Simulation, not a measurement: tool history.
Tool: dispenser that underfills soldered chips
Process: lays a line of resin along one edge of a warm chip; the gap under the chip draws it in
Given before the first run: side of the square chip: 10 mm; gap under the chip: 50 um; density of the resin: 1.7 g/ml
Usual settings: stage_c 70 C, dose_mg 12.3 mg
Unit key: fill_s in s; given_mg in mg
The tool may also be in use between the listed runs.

run 1 day=0 | stage_c=70 dose_mg=12.3 | fill_s=118.7 given_mg=12.01
-- day=0.383 new syringe of resin
run 2 day=0.492 | stage_c=70 dose_mg=12.3 | fill_s=101.5 given_mg=12.03
run 3 day=0.825 | stage_c=71 dose_mg=12.3 | fill_s=127.3 given_mg=11.79
-- day=1.108 new syringe of resin
run 4 day=1.146 | stage_c=71 dose_mg=12.3 | fill_s=93.9 given_mg=11.9
run 5 day=1.446 | stage_c=71 dose_mg=12.3 | fill_s=118.1 given_mg=11.89
-- day=1.833 new syringe of resin
run 6 day=1.896 | stage_c=71 dose_mg=12.3 | fill_s=91.9 given_mg=11.81
run 7 day=2.229 | stage_c=71 dose_mg=12.3 | fill_s=118 given_mg=11.77
-- day=2.533 new syringe of resin
run 8 day=2.592 | stage_c=70 dose_mg=12.3 | fill_s=98 given_mg=11.68
run 9 day=3.004 | stage_c=70 dose_mg=14.4 | fill_s=127.9 given_mg=13.44
-- day=3.242 new syringe of resin
run 10 day=3.283 | stage_c=70 dose_mg=14.4 | fill_s=94.5 given_mg=13.44
run 11 day=3.525 | stage_c=70 dose_mg=14.4 | fill_s=114.1 given_mg=13.5
run 12 day=3.912 | stage_c=56 dose_mg=10.7 | fill_s=296 given_mg=10.11
-- day=3.958 new syringe of resin
run 13 day=4.167 | stage_c=58 dose_mg=13.7 | fill_s=180.9 given_mg=12.71
-- day=4.354 dispensing valve cleaned and set on the balance
-- day=4.712 new syringe of resin
run 14 day=4.771 | stage_c=68 dose_mg=15.8 | fill_s=101.7 given_mg=15.73
run 15 day=5.054 | stage_c=79 dose_mg=11.4 | fill_s=86.1 given_mg=11.36
-- day=5.45 new syringe of resin
run 16 day=5.608 | stage_c=79 dose_mg=11.4 | fill_s=72.8 given_mg=11.28
run 17 day=6.121 | stage_c=79 dose_mg=11.4 | fill_s=108.8 given_mg=11.2
-- day=6.183 new syringe of resin
run 18 day=6.388 | stage_c=78 dose_mg=14.5 | fill_s=76.4 given_mg=14.29
run 19 day=6.708 | stage_c=78 dose_mg=14.5 | fill_s=98.1 given_mg=14.05
-- day=6.883 new syringe of resin
run 20 day=7.117 | stage_c=76 dose_mg=11.3 | fill_s=90 given_mg=10.88
run 21 day=7.467 | stage_c=61 dose_mg=10.9 | fill_s=211.7 given_mg=10.39

Predict each of these 5 candidate next runs independently; none follows another, all start after run 21:
-- day=7.633 new syringe of resin
run A day=7.829 | stage_c=56 dose_mg=10.9 | fill_s=? given_mg=?
-- day=7.633 new syringe of resin
run B day=7.829 | stage_c=85 dose_mg=14.2 | fill_s=? given_mg=?
-- day=7.633 new syringe of resin
run C day=7.829 | stage_c=75 dose_mg=12.3 | fill_s=? given_mg=?
-- day=7.633 new syringe of resin
run D day=7.829 | stage_c=70 dose_mg=10.5 | fill_s=? given_mg=?
-- day=7.633 new syringe of resin
run E day=7.829 | stage_c=72 dose_mg=11.7 | fill_s=? given_mg=?

run=A fill_s=194.1 given_mg=10.53
run=B fill_s=56.9 given_mg=13.8
run=C fill_s=85 given_mg=11.83
run=D fill_s=111.4 given_mg=10.07
run=E fill_s=98.7 given_mg=11.3
With the hidden condition removed and each run's random variation left untouched, the same runs would have given:
run=A fill_s=187.9 given_mg=10.95
run=B fill_s=54.6 given_mg=14.35
run=C fill_s=81.7 given_mg=12.3
run=D fill_s=106.7 given_mg=10.48
run=E fill_s=94.8 given_mg=11.75
